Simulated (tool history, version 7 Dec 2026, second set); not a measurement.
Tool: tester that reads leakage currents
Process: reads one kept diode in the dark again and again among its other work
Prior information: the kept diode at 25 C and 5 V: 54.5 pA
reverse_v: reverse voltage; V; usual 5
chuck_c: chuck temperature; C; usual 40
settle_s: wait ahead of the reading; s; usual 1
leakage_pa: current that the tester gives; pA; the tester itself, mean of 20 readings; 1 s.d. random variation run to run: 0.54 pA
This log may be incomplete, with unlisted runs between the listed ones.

Run 1, hour 0: usual settings. Result: leakage_pa 179.61 pA.
Run 2, hour 58.4: usual settings. Result: leakage_pa 179.74 pA.
Run 3, hour 97.2: usual settings. Result: leakage_pa 179.47 pA.
Run 4, hour 137.9: usual settings. Result: leakage_pa 179.63 pA.
At hour 172.5: chuck's temperature calibrated.
Run 5, hour 205.2: usual settings. Result: leakage_pa 181.19 pA.
Run 6, hour 253.7: usual settings. Result: leakage_pa 179.46 pA.
Run 7, hour 332.3: usual settings. Result: leakage_pa 180.9 pA.

Run 8, settings as shown, results not yet in. Your forecast:
Run 8, hour 407.6: usual settings but reverse_v 1.54 V, chuck_c 29 C, settle_s 0.73 s. Result: leakage_pa ?.

Run 8 measured leakage_pa 49.58 pA.
If the tool had no hidden condition, the same run with the same run-to-run variation would have returned leakage_pa 49.56 pA.
